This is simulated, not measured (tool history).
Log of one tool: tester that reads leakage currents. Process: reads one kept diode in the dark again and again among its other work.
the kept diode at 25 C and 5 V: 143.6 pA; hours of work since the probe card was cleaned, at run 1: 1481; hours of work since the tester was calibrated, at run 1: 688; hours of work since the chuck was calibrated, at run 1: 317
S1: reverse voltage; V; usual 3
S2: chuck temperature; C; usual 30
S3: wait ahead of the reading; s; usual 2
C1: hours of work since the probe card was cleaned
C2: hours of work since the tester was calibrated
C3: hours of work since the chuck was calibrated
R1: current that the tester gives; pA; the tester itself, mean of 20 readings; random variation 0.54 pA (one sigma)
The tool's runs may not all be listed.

{"run": 1, "hour": 0.0, "S1": 3, "S2": 30, "S3": 2, "C1": 1481, "C2": 688, "C3": 317, "R1": 186.06}
{"run": 2, "hour": 55.5, "S1": 3, "S2": 30, "S3": 2, "C1": 1507, "C2": 715, "C3": 343, "R1": 186.05}
{"run": 3, "hour": 107.1, "S1": 3, "S2": 29, "S3": 2, "C1": 1532, "C2": 739, "C3": 368, "R1": 171.73}
{"run": 4, "hour": 139.8, "S1": 3, "S2": 29, "S3": 2, "C1": 1547, "C2": 755, "C3": 383, "R1": 172.47}
{"run": 5, "hour": 194.2, "S1": 3, "S2": 29, "S3": 2, "C1": 1573, "C2": 781, "C3": 409, "R1": 172.89}
{"run": 6, "hour": 235.7, "S1": 3, "S2": 30, "S3": 0.63, "C1": 1593, "C2": 800, "C3": 429, "R1": 187.55}
{"run": 7, "hour": 288.9, "S1": 3, "S2": 30, "S3": 2.45, "C1": 1618, "C2": 826, "C3": 454, "R1": 187.86}
{"run": 8, "hour": 313.8, "S1": 3, "S2": 30, "S3": 2.45, "C1": 1630, "C2": 837, "C3": 466, "R1": 186.61}
{"run": 9, "hour": 361.4, "S1": 3, "S2": 30, "S3": 2.45, "C1": 1652, "C2": 860, "C3": 489, "R1": 187.36}
{"run": 10, "hour": 392.9, "S1": 3, "S2": 30, "S3": 2.45, "C1": 1667, "C2": 875, "C3": 504, "R1": 186.48}
{"run": 11, "hour": 433.7, "S1": 3, "S2": 30, "S3": 2, "C1": 1687, "C2": 894, "C3": 523, "R1": 187.39}
{"run": 12, "hour": 470.5, "S1": 3, "S2": 30, "S3": 2, "C1": 1704, "C2": 912, "C3": 540, "R1": 187.88}
{"run": 13, "hour": 525.0, "S1": 3, "S2": 30, "S3": 2, "C1": 1730, "C2": 938, "C3": 566, "R1": 189.91}
{"run": 14, "hour": 569.7, "S1": 14.38, "S2": 44, "S3": 2.01, "C1": 1751, "C2": 959, "C3": 587, "R1": 909.03}
{"run": 15, "hour": 596.0, "S1": 3.45, "S2": 46, "S3": 0.55, "C1": 1764, "C2": 971, "C3": 600, "R1": 645.93}
{"run": 16, "hour": 621.4, "S1": 1.82, "S2": 35, "S3": 1.06, "C1": 1776, "C2": 983, "C3": 612, "R1": 233.59}
{"run": 17, "hour": 648.5, "S1": 1.82, "S2": 35, "S3": 1.06, "C1": 1789, "C2": 996, "C3": 625, "R1": 233.22}
{"hour": 655.4, "done": "probe card cleaned and baked"}
{"run": 18, "hour": 688.7, "S1": 1.17, "S2": 43, "S3": 0.48, "C1": 16, "C2": 1014, "C3": 643, "R1": 359.11}
{"run": 19, "hour": 713.2, "S1": 2.17, "S2": 24, "S3": 0.63, "C1": 27, "C2": 1026, "C3": 654, "R1": 106.94}
{"hour": 750.2, "done": "probe card cleaned and baked, once more"}
{"run": 20, "hour": 754.2, "S1": 18.69, "S2": 22, "S3": 4.48, "C1": 2, "C2": 1044, "C3": 672, "R1": 183.15}
{"run": 21, "hour": 804.0, "S1": 18.69, "S2": 22, "S3": 4.48, "C1": 26, "C2": 1067, "C3": 696, "R1": 183.39}
{"run": 22, "hour": 838.2, "S1": 18.69, "S2": 22, "S3": 4.48, "C1": 42, "C2": 1083, "C3": 712, "R1": 184.08}
{"run": 23, "hour": 873.4, "S1": 2.39, "S2": 24, "S3": 3.49, "C1": 58, "C2": 1100, "C3": 729, "R1": 107.45}
{"run": 24, "hour": 900.4, "S1": 14.97, "S2": 26, "S3": 0.51, "C1": 71, "C2": 1113, "C3": 742, "R1": 245.27}
{"run": 25, "hour": 931.8, "S1": 2.25, "S2": 55, "S3": 0.51, "C1": 86, "C2": 1128, "C3": 757, "R1": 1036.85}

Forecast each of these 4 alternatives for the next run:
{"run": "A", "hour": 966.9, "S1": 11.51, "S2": 31, "S3": 0.39, "C1": 103, "C2": 1145, "C3": 773, "R1": "?"}
{"run": "B", "hour": 966.9, "S1": 2.22, "S2": 55, "S3": 0.51, "C1": 103, "C2": 1145, "C3": 773, "R1": "?"}
{"run": "C", "hour": 966.9, "S1": 6.72, "S2": 30, "S3": 1.11, "C1": 103, "C2": 1145, "C3": 773, "R1": "?"}
{"run": "D", "hour": 966.9, "S1": 3.74, "S2": 26, "S3": 0.38, "C1": 103, "C2": 1145, "C3": 773, "R1": "?"}

run=A R1=329.77
run=B R1=1031.1
run=C R1=247.14
run=D R1=149.85
Without the tool's hidden state the same runs would have given:
run=A R1=317.6
run=B R1=998.27
run=C R1=237.88
run=D R1=144.19

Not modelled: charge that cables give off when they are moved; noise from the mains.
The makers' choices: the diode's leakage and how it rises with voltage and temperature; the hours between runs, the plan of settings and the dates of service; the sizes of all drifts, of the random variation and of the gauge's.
